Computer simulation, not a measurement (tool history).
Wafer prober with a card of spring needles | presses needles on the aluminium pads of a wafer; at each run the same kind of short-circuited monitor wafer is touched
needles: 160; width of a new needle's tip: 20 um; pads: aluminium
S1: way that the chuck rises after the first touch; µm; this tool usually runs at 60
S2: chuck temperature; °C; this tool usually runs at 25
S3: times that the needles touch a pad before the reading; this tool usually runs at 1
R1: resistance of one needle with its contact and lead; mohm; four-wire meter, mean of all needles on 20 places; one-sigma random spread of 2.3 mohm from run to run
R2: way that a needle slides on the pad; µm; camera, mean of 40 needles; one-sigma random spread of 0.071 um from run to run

Run 1, hour 0: usual settings. Result: R1 337 mohm, R2 12.85 µm.
At hour 6.2: tips cleaned on abrasive film.
Run 2, hour 23.8: usual settings but S2 37 °C. Result: R1 327 mohm, R2 12.79 µm.
At hour 34: tips cleaned on abrasive film.
Run 3, hour 53.3: usual settings but S2 37 °C. Result: R1 330 mohm, R2 12.76 µm.
At hour 60.3: tips cleaned on abrasive film.
Run 4, hour 85: usual settings but S2 27 °C. Result: R1 338 mohm, R2 12.69 µm.
At hour 87.9: tips cleaned on abrasive film.
Run 5, hour 99.9: usual settings but S1 50 µm. Result: R1 342 mohm, R2 10.47 µm.
At hour 116.7: tips cleaned on abrasive film.
Run 6, hour 127.4: usual settings but S3 2. Result: R1 291 mohm, R2 12.72 µm.
At hour 143.8: tips cleaned on abrasive film.
Run 7, hour 160.6: usual settings but S3 2. Result: R1 302 mohm, R2 12.85 µm.
At hour 170.2: tips cleaned on abrasive film.
Run 8, hour 178.5: usual settings but S2 40 °C. Result: R1 308 mohm, R2 12.6 µm.
At hour 197.7: tips cleaned on abrasive film.
Run 9, hour 208.5: usual settings but S1 54 µm. Result: R1 320 mohm, R2 11.31 µm.
At hour 225.9: tips cleaned on abrasive film.
Run 10, hour 225.9: usual settings but S1 54 µm. Result: R1 273 mohm, R2 11.35 µm.
Run 11, hour 242.7: usual settings but S1 64 µm. Result: R1 323 mohm, R2 13.41 µm.
At hour 254: tips cleaned on abrasive film.
Run 12, hour 263.9: usual settings but S1 64 µm. Result: R1 298 mohm, R2 13.51 µm.
At hour 281.3: tips cleaned on abrasive film.
Run 13, hour 284.2: usual settings but S1 65 µm, S2 82 °C, S3 3. Result: R1 281 mohm, R2 13.61 µm.
Run 14, hour 303.1: usual settings but S1 65 µm, S2 82 °C, S3 3. Result: R1 295 mohm, R2 13.63 µm.
At hour 307.7: tips cleaned on abrasive film.
Run 15, hour 327.5: usual settings but S1 44 µm. Result: R1 403 mohm, R2 9.09 µm.
At hour 335.2: tips cleaned on abrasive film.
Run 16, hour 341.9: usual settings but S1 44 µm. Result: R1 332 mohm, R2 8.99 µm.
At hour 363.2: tips cleaned on abrasive film.
Run 17, hour 364.9: usual settings but S1 55 µm, S2 71 °C, S3 2. Result: R1 281 mohm, R2 11.4 µm.
At hour 366.7: height of the first contact set anew.
At hour 389.6: tips cleaned on abrasive film.
Run 18, hour 393.5: usual settings but S1 55 µm, S2 71 °C. Result: R1 307 mohm, R2 11.26 µm.
At hour 415.9: tips cleaned on abrasive film.
Run 19, hour 426.7: usual settings but S1 55 µm, S2 48 °C, S3 2. Result: R1 305 mohm, R2 11.21 µm.
At hour 444.8: tips cleaned on abrasive film.
Run 20, hour 449.3: usual settings but S1 55 µm, S2 48 °C, S3 3. Result: R1 277 mohm, R2 11.11 µm.
At hour 473.6: tips cleaned on abrasive film.
Run 21, hour 482.6: usual settings but S1 42 µm, S2 28 °C, S3 3. Result: R1 306 mohm, R2 8.27 µm.
At hour 499.8: tips cleaned on abrasive film.
Run 22, hour 500.1: usual settings but S2 98 °C. Result: R1 287 mohm, R2 12.13 µm.
Run 23, hour 524.8: usual settings but S2 82 °C. Result: R1 363 mohm, R2 12.23 µm.
At hour 526.9: tips cleaned on abrasive film.
At hour 539.6: height of the first contact set anew, once more.
At hour 553.5: tips cleaned on abrasive film.
Run 24, hour 554.8: usual settings but S2 82 °C. Result: R1 286 mohm, R2 13.09 µm.

3 ways to go on from here, each from the tool as it stands after run 24. What would each give?
Run A, hour 575.9: usual settings but S1 75 µm, S2 103 °C, S3 2. Result: R1 ?, R2 ?.
Run B, hour 575.9: usual settings but S1 62 µm, S2 82 °C. Result: R1 ?, R2 ?.
Run C, hour 575.9: usual settings but S1 63 µm, S2 47 °C. Result: R1 ?, R2 ?.

run   R1     R2
  A  301  16.22
  B  337  13.57
  C  332   13.6
Had the tool no hidden state, the same runs would have come out as:
run   R1     R2
  A  272  16.25
  B  268   13.6
  C  261  13.63
